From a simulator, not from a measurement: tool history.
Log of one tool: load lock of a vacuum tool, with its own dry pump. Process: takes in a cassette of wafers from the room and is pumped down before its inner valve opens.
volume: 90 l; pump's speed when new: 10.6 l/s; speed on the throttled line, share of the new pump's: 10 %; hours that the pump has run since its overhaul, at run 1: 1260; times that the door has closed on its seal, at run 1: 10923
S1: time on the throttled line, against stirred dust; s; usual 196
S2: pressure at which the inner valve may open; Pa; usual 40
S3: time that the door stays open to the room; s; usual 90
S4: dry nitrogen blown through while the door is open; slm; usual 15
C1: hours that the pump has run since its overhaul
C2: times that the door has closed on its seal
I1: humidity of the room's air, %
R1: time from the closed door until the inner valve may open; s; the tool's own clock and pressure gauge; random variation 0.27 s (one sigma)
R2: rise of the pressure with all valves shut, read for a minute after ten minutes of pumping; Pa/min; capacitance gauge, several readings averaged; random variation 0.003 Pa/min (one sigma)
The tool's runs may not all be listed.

run 1 hour=0 | S1=196 S2=40 S3=90 S4=15 | C1=1260 C2=10923 | I1=44 | R1=243.4 R2=0.073
run 2 hour=58.2 | S1=196 S2=40 S3=90 S4=36 | C1=1318 C2=11162 | I1=45.1 | R1=243.7 R2=0.066
run 3 hour=102.8 | S1=196 S2=44 S3=90 S4=36 | C1=1363 C2=11345 | I1=45.7 | R1=243.1 R2=0.063
run 4 hour=164.4 | S1=196 S2=69 S3=90 S4=15 | C1=1425 C2=11598 | I1=46 | R1=239 R2=0.074
run 5 hour=204.8 | S1=196 S2=40 S3=90 S4=15 | C1=1465 C2=11763 | I1=45.7 | R1=244 R2=0.081
run 6 hour=259 | S1=196 S2=40 S3=90 S4=15 | C1=1519 C2=11986 | I1=47 | R1=243.8 R2=0.087
run 7 hour=340.4 | S1=196 S2=40 S3=90 S4=15 | C1=1601 C2=12320 | I1=44.8 | R1=243.9 R2=0.079
run 8 hour=411.2 | S1=196 S2=40 S3=90 S4=15 | C1=1671 C2=12610 | I1=43.8 | R1=243.9 R2=0.084
run 9 hour=474 | S1=196 S2=40 S3=90 S4=15 | C1=1734 C2=12868 | I1=45.3 | R1=243.8 R2=0.084
run 10 hour=561.2 | S1=196 S2=40 S3=90 S4=15 | C1=1821 C2=13226 | I1=47.1 | R1=244 R2=0.092
run 11 hour=608.1 | S1=196 S2=40 S3=90 S4=15 | C1=1868 C2=13418 | I1=44.6 | R1=243.6 R2=0.096
run 12 hour=697.4 | S1=196 S2=40 S3=134 S4=15 | C1=1958 C2=13785 | I1=42.5 | R1=243.7 R2=0.104
run 13 hour=741.4 | S1=196 S2=40 S3=90 S4=15 | C1=2001 C2=13965 | I1=45.9 | R1=244.2 R2=0.095
run 14 hour=817.4 | S1=196 S2=40 S3=90 S4=15 | C1=2077 C2=14277 | I1=44.1 | R1=243.8 R2=0.099
run 15 hour=865.1 | S1=196 S2=40 S3=90 S4=11 | C1=2125 C2=14473 | I1=46.2 | R1=243.8 R2=0.105
run 16 hour=908.6 | S1=196 S2=40 S3=90 S4=11 | C1=2169 C2=14651 | I1=43.9 | R1=243.9 R2=0.102
run 17 hour=960.6 | S1=196 S2=40 S3=90 S4=22 | C1=2221 C2=14865 | I1=45.9 | R1=243.7 R2=0.094
run 18 hour=1041.1 | S1=196 S2=40 S3=90 S4=15 | C1=2301 C2=15195 | I1=43.3 | R1=244.2 R2=0.101
run 19 hour=1117.5 | S1=196 S2=40 S3=90 S4=15 | C1=2378 C2=15509 | I1=45.6 | R1=243.9 R2=0.103
run 20 hour=1211.4 | S1=196 S2=40 S3=90 S4=19 | C1=2471 C2=15894 | I1=44.4 | R1=244.5 R2=0.102
run 21 hour=1258 | S1=196 S2=40 S3=90 S4=19 | C1=2518 C2=16085 | I1=47.9 | R1=243.9 R2=0.106
run 22 hour=1316.2 | S1=196 S2=40 S3=90 S4=19 | C1=2576 C2=16324 | I1=44.3 | R1=244 R2=0.108
run 23 hour=1401 | S1=196 S2=40 S3=114 S4=15 | C1=2661 C2=16672 | I1=45.1 | R1=243.7 R2=0.117
run 24 hour=1461.2 | S1=196 S2=40 S3=114 S4=15 | C1=2721 C2=16919 | I1=43.8 | R1=243.7 R2=0.12
run 25 hour=1515.8 | S1=149 S2=40 S3=90 S4=39 | C1=2776 C2=17143 | I1=49.1 | R1=201.3 R2=0.105
run 26 hour=1578.5 | S1=149 S2=40 S3=90 S4=39 | C1=2839 C2=17400 | I1=44.8 | R1=201.7 R2=0.108
run 27 hour=1670.7 | S1=262 S2=31 S3=219 S4=7 | C1=2931 C2=17779 | I1=47.5 | R1=305.7 R2=0.167
run 28 hour=1731.5 | S1=262 S2=31 S3=219 S4=7 | C1=2992 C2=18029 | I1=46.8 | R1=306.1 R2=0.177
run 29 hour=1811.4 | S1=263 S2=31 S3=219 S4=5 | C1=3072 C2=18356 | I1=45.5 | R1=306.3 R2=0.172
run 30 hour=1865 | S1=263 S2=31 S3=219 S4=5 | C1=3125 C2=18576 | I1=48.9 | R1=306.6 R2=0.192
run 31 hour=1961.9 | S1=263 S2=31 S3=219 S4=5 | C1=3222 C2=18974 | I1=43.6 | R1=306.3 R2=0.181
run 32 hour=2012.9 | S1=263 S2=31 S3=219 S4=5 | C1=3273 C2=19183 | I1=43 | R1=307.2 R2=0.187
run 33 hour=2079.8 | S1=196 S2=34 S3=90 S4=15 | C1=3340 C2=19458 | I1=46.2 | R1=246.1 R2=0.139
run 34 hour=2146.9 | S1=196 S2=34 S3=90 S4=15 | C1=3407 C2=19733 | I1=47.1 | R1=245.4 R2=0.14
run 35 hour=2217.2 | S1=178 S2=59 S3=42 S4=30 | C1=3477 C2=20022 | I1=41.9 | R1=224.3 R2=0.127
run 36 hour=2312.9 | S1=120 S2=50 S3=71 S4=9 | C1=3573 C2=20414 | I1=47.1 | R1=174.1 R2=0.153
run 37 hour=2382.3 | S1=254 S2=62 S3=90 S4=15 | C1=3642 C2=20699 | I1=46.2 | R1=292.5 R2=0.148

3 ways to go on from here, each from the tool as it stands after run 37. What would each give?
run A hour=2427.7 | S1=196 S2=40 S3=184 S4=15 | C1=3688 C2=20885 | I1=47.3 | R1=? R2=?
run B hour=2427.7 | S1=220 S2=48 S3=60 S4=15 | C1=3688 C2=20885 | I1=44.7 | R1=? R2=?
run C hour=2427.7 | S1=254 S2=37 S3=68 S4=31 | C1=3688 C2=20885 | I1=48.6 | R1=? R2=?

run=A R1=244.2 R2=0.166
run=B R1=263.6 R2=0.142
run=C R1=296.6 R2=0.139
Without the tool's hidden state the same runs would have given:
run=A R1=243.5 R2=0.044
run=B R1=263 R2=0.021
run=C R1=296 R2=0.017

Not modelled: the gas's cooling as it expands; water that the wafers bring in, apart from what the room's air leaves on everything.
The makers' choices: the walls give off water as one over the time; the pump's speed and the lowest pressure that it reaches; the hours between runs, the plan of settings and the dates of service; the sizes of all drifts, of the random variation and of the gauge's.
